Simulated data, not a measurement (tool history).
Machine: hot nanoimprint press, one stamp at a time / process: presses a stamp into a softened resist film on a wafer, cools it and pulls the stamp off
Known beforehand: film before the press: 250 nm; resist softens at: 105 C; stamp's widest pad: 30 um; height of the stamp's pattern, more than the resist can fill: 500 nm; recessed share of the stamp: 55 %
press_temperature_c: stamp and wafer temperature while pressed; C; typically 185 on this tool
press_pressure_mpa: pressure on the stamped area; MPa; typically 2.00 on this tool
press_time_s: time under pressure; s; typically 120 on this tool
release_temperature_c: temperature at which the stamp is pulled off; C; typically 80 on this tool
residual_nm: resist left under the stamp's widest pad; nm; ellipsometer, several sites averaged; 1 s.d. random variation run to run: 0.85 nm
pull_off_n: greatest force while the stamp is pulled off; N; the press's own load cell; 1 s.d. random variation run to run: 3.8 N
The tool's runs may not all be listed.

run   hour  press_temperature_c  press_pressure_mpa  press_time_s  release_temperature_c  residual_nm  pull_off_n
  1    0.0                  185                2.00           120                     80        115.1         180
  2    9.9                  185                2.00           120                     80        116.6         182
  3   18.6                  185                2.00           120                     80        114.0         178
  4   28.6                  185                2.00           120                     80        114.8         186
  5   35.0                  185                2.00           237                     80         90.9         188
  6   45.3                  185                2.00           120                     80        115.5         181
  7   53.3                  190                2.00           120                     80         97.6         181
  8   61.4                  185                2.00           120                     80        115.4         183
  9   74.0                  185                2.00           120                     80        114.7         187
 10   80.4                  185                2.72           120                     80         99.7         179
 11   86.7                  185                2.00           120                     74        114.9         200
 12   93.4                  185                2.00           120                     74        115.7         208
 13   99.4                  197                2.00           120                     80         78.3         183
 14  106.6                  185                2.00           120                     68        116.6         217
 15  115.8                  185                1.29           120                     80        142.2         195
 16  121.4                  179                1.97           101                     70        150.9         209
 17  129.1                  176                2.00           120                     80        156.1         182
 18  136.8                  176                1.24           136                     80        179.5         185
 19  144.6                  187                1.24           136                     70        130.7         212
 20  151.5                  185                2.31           120                     79        106.3         177
 21  156.4                  185                2.31           120                     79        107.0         185
 22  162.6                  180                1.88           120                     80        140.8         188
 23  170.0                  176                1.99           141                     80        150.6         180
 24  178.2                  192                2.86           120                     80         75.3         184
 25  183.7                  193                2.86           120                     82         73.1         177
 26  191.2                  193                2.86           120                     82         72.6         177
 27  199.1                  193                2.86           120                     82         71.6         177
 28  204.2                  193                1.77           120                     82         93.3         176
 29  220.6                  193                1.77           120                     82         92.7         174
 30  225.4                  193                1.77           120                     82         94.3         171

Removed from this log: 2 entries logged between the listed runs. Between which two listed runs does each belong, and how does the tool's hidden state at the listed run before it compare with that at the listed run after it?
In the gap between runs 8 and 9: stamp cleaned and given a new release coat (hour 68.4)
  grip of the stamp's worn release coat, % over a new coat's: 0.5 -> 0
In the gap between runs 28 and 29: stamp cleaned and given a new release coat (hour 212.1)
  grip of the stamp's worn release coat, % over a new coat's: 0.5 -> 0
